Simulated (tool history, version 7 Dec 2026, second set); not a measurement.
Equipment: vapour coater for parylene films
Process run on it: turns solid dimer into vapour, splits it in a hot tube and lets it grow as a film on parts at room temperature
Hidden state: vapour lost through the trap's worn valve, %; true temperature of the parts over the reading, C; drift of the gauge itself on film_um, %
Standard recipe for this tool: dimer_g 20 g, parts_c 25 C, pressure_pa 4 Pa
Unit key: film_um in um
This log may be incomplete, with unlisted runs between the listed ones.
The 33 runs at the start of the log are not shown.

run   hour  dimer_g  parts_c  pressure_pa  hours of work since the trap's valve was overhauled  hours of work since the table's thermometer was calibrated  film_um
 34  532.5       28       19         7.25                                                  161                                                         894    20.47
 35    546       28       19         7.25                                                  170                                                         903    20.57
 36  565.2       28       19         7.25                                                  183                                                         916    20.24
 37  585.5       28       31         4.78                                                  196                                                         929    14.12
 38  599.3       20       25            4                                                  205                                                         938    13.13
 39  613.2       20       25            4                                                  215                                                         948    13.28
 40  632.8       20       23            4                                                  228                                                         961    14.25
 41  651.2        8       25            4                                                  240                                                         973     5.25

Branching from run 41: 3 alternative next runs. What would each branch give?
  A  666.8        9       30         3.91                                                  250                                                         983        ?
  B  666.8        9       24        11.01                                                  250                                                         983        ?
  C  666.8       20       32         11.9                                                  250                                                         983        ?

run  film_um
  A     4.95
  B     4.83
  C     7.78
Had the tool no hidden state, the same runs would have come out as:
run  film_um
  A     4.98
  B     4.86
  C     7.82
